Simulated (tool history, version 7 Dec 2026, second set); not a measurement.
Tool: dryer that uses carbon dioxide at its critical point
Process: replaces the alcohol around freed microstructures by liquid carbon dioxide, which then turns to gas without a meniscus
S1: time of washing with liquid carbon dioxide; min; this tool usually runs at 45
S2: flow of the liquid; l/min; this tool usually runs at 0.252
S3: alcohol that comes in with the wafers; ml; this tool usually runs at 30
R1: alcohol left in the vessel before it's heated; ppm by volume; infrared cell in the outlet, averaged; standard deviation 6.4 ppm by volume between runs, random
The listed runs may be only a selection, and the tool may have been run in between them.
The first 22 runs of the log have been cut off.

| run | day | S1 | S2 | S3 | R1 |
|---|---|---|---|---|---|
| 23 | 5.846 | 45 | 0.252 | 94 | 977 |
| 24 | 6.212 | 45 | 0.177 | 94 | 3256 |
| 25 | 6.55 | 66 | 0.252 | 30 | 125 |
| 26 | 6.917 | 54 | 0.378 | 30 | 84 |
| 27 | 7.112 | 54 | 0.378 | 30 | 87 |
| 28 | 7.475 | 29 | 0.252 | 30 | 1209 |
| 29 | 7.858 | 41 | 0.366 | 21 | 132 |
| 30 | 8.129 | 31 | 0.272 | 21 | 644 |
| 31 | 8.4 | 31 | 0.272 | 21 | 652 |
| 32 | 8.671 | 31 | 0.272 | 21 | 660 |
| 33 | 9.046 | 31 | 0.272 | 21 | 643 |
| 34 | 9.367 | 30 | 0.254 | 30 | 1140 |
| 35 | 9.525 | 30 | 0.254 | 30 | 1158 |
| 36 | 9.683 | 61 | 0.254 | 31 | 169 |
| 37 | 9.992 | 44 | 0.273 | 31 | 330 |
| 38 | 10.371 | 29 | 0.154 | 57 | 6307 |
| 39 | 10.596 | 43 | 0.186 | 40 | 1449 |
| 40 | 10.825 | 43 | 0.186 | 40 | 1467 |
| 41 | 10.988 | 54 | 0.16 | 37 | 1147 |
| 42 | 11.167 | 68 | 0.23 | 104 | 349 |
| 43 | 11.354 | 47 | 0.252 | 35 | 386 |
| 44 | 11.662 | 47 | 0.252 | 35 | 401 |
| 45 | 11.979 | 47 | 0.252 | 35 | 410 |
| 46 | 12.175 | 28 | 0.278 | 21 | 849 |

Here are 3 independent what-if runs from the current tool condition. What would each one return?
| A | 12.483 | 37 | 0.188 | 30 | ? |
| B | 12.483 | 39 | 0.246 | 104 | ? |
| C | 12.483 | 28 | 0.162 | 29 | ? |

| run | R1 |
|---|---|
| A | 1577 |
| B | 2111 |
| C | 3363 |
With no hidden state in the tool, these same runs would have given:
| run | R1 |
|---|---|
| A | 1318 |
| B | 1708 |
| C | 3026 |

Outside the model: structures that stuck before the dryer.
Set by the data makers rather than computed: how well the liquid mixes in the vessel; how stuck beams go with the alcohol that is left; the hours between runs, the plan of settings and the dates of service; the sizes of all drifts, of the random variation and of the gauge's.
